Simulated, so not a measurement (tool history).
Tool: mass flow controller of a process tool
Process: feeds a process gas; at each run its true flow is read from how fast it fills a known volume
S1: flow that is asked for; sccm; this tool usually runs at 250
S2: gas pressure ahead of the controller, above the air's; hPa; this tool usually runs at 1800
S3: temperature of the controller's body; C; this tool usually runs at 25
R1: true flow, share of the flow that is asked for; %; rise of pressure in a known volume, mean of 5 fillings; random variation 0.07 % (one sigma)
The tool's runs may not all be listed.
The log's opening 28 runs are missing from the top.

run 29 day=144.117 | S1=124 S2=1590 S3=24 | R1=99.74
run 30 day=147.979 | S1=52 S2=1650 S3=25 | R1=100.12
run 31 day=151.008 | S1=177 S2=2540 S3=25 | R1=100.40
run 32 day=155.138 | S1=177 S2=2510 S3=35 | R1=99.54
run 33 day=158.558 | S1=417 S2=1920 S3=25 | R1=100.72
run 34 day=162.658 | S1=417 S2=1920 S3=25 | R1=100.62
run 35 day=168.388 | S1=417 S2=1920 S3=25 | R1=100.73
run 36 day=173.329 | S1=267 S2=2090 S3=25 | R1=100.35
run 37 day=179.254 | S1=267 S2=2090 S3=25 | R1=100.48
run 38 day=185.317 | S1=267 S2=2090 S3=25 | R1=100.45
run 39 day=190.012 | S1=267 S2=2090 S3=25 | R1=100.46
run 40 day=194.188 | S1=54 S2=2770 S3=38 | R1=100.88
run 41 day=200.304 | S1=345 S2=2030 S3=28 | R1=100.51
run 42 day=203.512 | S1=60 S2=1730 S3=38 | R1=100.42
run 43 day=208.833 | S1=250 S2=1800 S3=22 | R1=100.69
run 44 day=214.696 | S1=250 S2=1800 S3=22 | R1=100.74
run 45 day=219.800 | S1=86 S2=2070 S3=20 | R1=101.25
run 46 day=226.317 | S1=388 S2=1800 S3=34 | R1=100.19
run 47 day=231.017 | S1=471 S2=2030 S3=38 | R1=100.34
run 48 day=236.146 | S1=173 S2=1510 S3=38 | R1=99.64

Predict each of these 4 candidate next runs independently; none follows another, all start after run 48:
run A day=239.925 | S1=438 S2=1480 S3=34 | R1=?
run B day=239.925 | S1=173 S2=1510 S3=33 | R1=?
run C day=239.925 | S1=337 S2=1720 S3=25 | R1=?
run D day=239.925 | S1=93 S2=1800 S3=25 | R1=?

run=A R1=100.43
run=B R1=99.92
run=C R1=100.66
run=D R1=101.00
Stripped of hidden state, with their random variation kept, the same runs would have yielded:
run=A R1=99.10
run=B R1=98.05
run=C R1=99.22
run=D R1=98.37

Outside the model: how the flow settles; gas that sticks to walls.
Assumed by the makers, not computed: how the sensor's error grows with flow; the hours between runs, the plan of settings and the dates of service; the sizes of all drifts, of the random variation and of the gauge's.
